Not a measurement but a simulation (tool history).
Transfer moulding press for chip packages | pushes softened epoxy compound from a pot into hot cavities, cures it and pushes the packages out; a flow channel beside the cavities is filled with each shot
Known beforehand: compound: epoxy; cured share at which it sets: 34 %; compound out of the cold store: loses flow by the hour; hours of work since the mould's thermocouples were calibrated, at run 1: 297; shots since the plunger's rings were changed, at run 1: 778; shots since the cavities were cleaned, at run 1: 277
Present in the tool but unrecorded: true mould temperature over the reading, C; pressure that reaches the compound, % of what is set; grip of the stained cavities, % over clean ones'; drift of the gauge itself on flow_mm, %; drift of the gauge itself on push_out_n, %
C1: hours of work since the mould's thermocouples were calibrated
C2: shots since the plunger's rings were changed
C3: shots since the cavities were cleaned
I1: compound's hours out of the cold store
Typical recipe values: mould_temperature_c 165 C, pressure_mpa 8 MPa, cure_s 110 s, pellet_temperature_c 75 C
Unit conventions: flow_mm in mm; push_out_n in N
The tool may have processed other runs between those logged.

run 1 hour=0 | mould_temperature_c=165 pressure_mpa=8 cure_s=110 pellet_temperature_c=75 | C1=297 C2=778 C3=277 | I1=14.4 | flow_mm=655 push_out_n=249
-- hour=12 mould's thermocouples calibrated
-- hour=17.7 cavities cleaned with cleaning compound and waxed
run 2 hour=31.2 | mould_temperature_c=165 pressure_mpa=8 cure_s=149 pellet_temperature_c=75 | C1=10 C2=1031 C3=123 | I1=17.4 | flow_mm=647 push_out_n=208
run 3 hour=57.7 | mould_temperature_c=165 pressure_mpa=8 cure_s=149 pellet_temperature_c=75 | C1=25 C2=1272 C3=364 | I1=31.8 | flow_mm=608 push_out_n=206
-- hour=63.5 cavities cleaned with cleaning compound and waxed
run 4 hour=88.1 | mould_temperature_c=165 pressure_mpa=8 cure_s=149 pellet_temperature_c=75 | C1=41 C2=1535 C3=224 | I1=36.9 | flow_mm=595 push_out_n=202
run 5 hour=101.1 | mould_temperature_c=165 pressure_mpa=8 cure_s=149 pellet_temperature_c=75 | C1=49 C2=1654 C3=343 | I1=19.7 | flow_mm=641 push_out_n=212
-- hour=110.1 cavities cleaned with cleaning compound and waxed
run 6 hour=129.1 | mould_temperature_c=165 pressure_mpa=8 cure_s=149 pellet_temperature_c=75 | C1=64 C2=1895 C3=174 | I1=30.6 | flow_mm=609 push_out_n=209
run 7 hour=145.5 | mould_temperature_c=165 pressure_mpa=8 cure_s=149 pellet_temperature_c=75 | C1=73 C2=2044 C3=323 | I1=16.2 | flow_mm=651 push_out_n=199
-- hour=156 cavities cleaned with cleaning compound and waxed
run 8 hour=160.8 | mould_temperature_c=165 pressure_mpa=8 cure_s=149 pellet_temperature_c=75 | C1=81 C2=2170 C3=44 | I1=8.9 | flow_mm=671 push_out_n=205
run 9 hour=176.2 | mould_temperature_c=165 pressure_mpa=8 cure_s=110 pellet_temperature_c=75 | C1=89 C2=2311 C3=185 | I1=43.2 | flow_mm=579 push_out_n=228
run 10 hour=193.7 | mould_temperature_c=165 pressure_mpa=8 cure_s=110 pellet_temperature_c=75 | C1=99 C2=2470 C3=344 | I1=8.7 | flow_mm=674 push_out_n=236
-- hour=202.3 cavities cleaned with cleaning compound and waxed
run 11 hour=213.1 | mould_temperature_c=165 pressure_mpa=8 cure_s=110 pellet_temperature_c=75 | C1=109 C2=2633 C3=99 | I1=27.7 | flow_mm=617 push_out_n=222
run 12 hour=240 | mould_temperature_c=162 pressure_mpa=7.94 cure_s=110 pellet_temperature_c=75 | C1=125 C2=2878 C3=344 | I1=42.4 | flow_mm=586 push_out_n=273
-- hour=248.9 cavities cleaned with cleaning compound and waxed
run 13 hour=259.3 | mould_temperature_c=168 pressure_mpa=7.94 cure_s=103 pellet_temperature_c=68 | C1=135 C2=3040 C3=95 | I1=43.7 | flow_mm=564 push_out_n=218
run 14 hour=285.7 | mould_temperature_c=170 pressure_mpa=8 cure_s=132 pellet_temperature_c=67 | C1=150 C2=3280 C3=335 | I1=43.8 | flow_mm=563 push_out_n=206
-- hour=295.5 cavities cleaned with cleaning compound and waxed
run 15 hour=310.6 | mould_temperature_c=169 pressure_mpa=8.53 cure_s=99 pellet_temperature_c=79 | C1=163 C2=3493 C3=137 | I1=14.2 | flow_mm=663 push_out_n=224
run 16 hour=338.1 | mould_temperature_c=161 pressure_mpa=6.42 cure_s=110 pellet_temperature_c=75 | C1=178 C2=3744 C3=388 | I1=43.3 | flow_mm=529 push_out_n=271
-- hour=341.2 cavities cleaned with cleaning compound and waxed
run 17 hour=359.3 | mould_temperature_c=161 pressure_mpa=6.42 cure_s=110 pellet_temperature_c=75 | C1=190 C2=3924 C3=165 | I1=35.2 | flow_mm=549 push_out_n=281
run 18 hour=382.9 | mould_temperature_c=168 pressure_mpa=8.66 cure_s=113 pellet_temperature_c=72 | C1=203 C2=4138 C3=379 | I1=41.6 | flow_mm=596 push_out_n=210
-- hour=387.2 cavities cleaned with cleaning compound and waxed
run 19 hour=410.8 | mould_temperature_c=171 pressure_mpa=8.66 cure_s=113 pellet_temperature_c=72 | C1=218 C2=4379 C3=215 | I1=42.5 | flow_mm=586 push_out_n=215
-- hour=423.6 plunger's sealing rings changed
-- hour=437 cavities cleaned with cleaning compound and waxed
run 20 hour=442.2 | mould_temperature_c=165 pressure_mpa=8.11 cure_s=110 pellet_temperature_c=74 | C1=233 C2=156 C3=48 | I1=28.7 | flow_mm=623 push_out_n=240
run 21 hour=457.8 | mould_temperature_c=165 pressure_mpa=8.11 cure_s=110 pellet_temperature_c=74 | C1=242 C2=298 C3=190 | I1=10.2 | flow_mm=675 push_out_n=232

Below are 4 alternative next runs, each starting from the tool's condition after run 21. Predict each:
run A hour=473.7 | mould_temperature_c=172 pressure_mpa=7.3 cure_s=143 pellet_temperature_c=74 | C1=251 C2=443 C3=335 | I1=43.9 | flow_mm=? push_out_n=?
run B hour=473.7 | mould_temperature_c=165 pressure_mpa=8.11 cure_s=126 pellet_temperature_c=74 | C1=251 C2=443 C3=335 | I1=46.7 | flow_mm=? push_out_n=?
run C hour=473.7 | mould_temperature_c=165 pressure_mpa=8.11 cure_s=110 pellet_temperature_c=71 | C1=251 C2=443 C3=335 | I1=30.7 | flow_mm=? push_out_n=?
run D hour=473.7 | mould_temperature_c=168 pressure_mpa=8.11 cure_s=110 pellet_temperature_c=84 | C1=251 C2=443 C3=335 | I1=14.1 | flow_mm=? push_out_n=?

run=A flow_mm=534 push_out_n=185
run=B flow_mm=573 push_out_n=206
run=C flow_mm=614 push_out_n=235
run=D flow_mm=648 push_out_n=219
With the hidden condition removed and each run's random variation left untouched, the same runs would have given:
run=A flow_mm=534 push_out_n=183
run=B flow_mm=573 push_out_n=204
run=C flow_mm=614 push_out_n=231
run=D flow_mm=648 push_out_n=216
